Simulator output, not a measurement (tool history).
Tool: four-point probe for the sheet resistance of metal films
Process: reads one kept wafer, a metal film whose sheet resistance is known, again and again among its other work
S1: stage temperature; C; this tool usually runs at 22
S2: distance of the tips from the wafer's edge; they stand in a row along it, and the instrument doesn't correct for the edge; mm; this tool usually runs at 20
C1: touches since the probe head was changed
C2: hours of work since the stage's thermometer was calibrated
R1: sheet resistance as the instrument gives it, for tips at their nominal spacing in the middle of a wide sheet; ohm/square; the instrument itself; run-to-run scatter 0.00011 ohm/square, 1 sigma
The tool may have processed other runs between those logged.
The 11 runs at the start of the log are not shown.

run   hour  S1  S2     C1   C2        R1
 12  156.2  22  20  18510  261  0.528478
 13  170.6  22  20  19274  270  0.528587
 14  189.8  22  20  20297  282  0.528749
 15  200.6  30  20  20868  289  0.528123
 16  213.9  30  20  21577  297  0.527997
 17  233.9  22  20  22642  309  0.528605
 18  245.7  18  56  23268  316  0.528391
 19  260.5  18  56  24055  326  0.528415
 20    272  22  69  24666  333  0.528198
 21  282.2  20   8  25208  339  0.532737
 22  302.5  20   8  26287  352  0.532695
 23  321.5  21  52  27296  363   0.52821
 24  335.4  24  15  28035  372  0.529286
 25  345.7  23  45  28585  378  0.528303
 26  355.7  23  45  29115  385   0.52827
 27  375.7  32   9  30177  397  0.530942
 28  394.5  24   8  31177  409  0.532479
 29  407.1  22   8  31847  416  0.532409
 30  428.4  22   8  32977  430   0.53261
 31  449.1  33  38  34081  442  0.527598

Estimate the outcome of run 32 from the log above:
 32  464.8  33  38  34914  452   ?

{"run 32": {"R1": 0.527544}}
The same run, on a tool lacking any hidden state, would have yielded R1 0.525086 ohm/square.
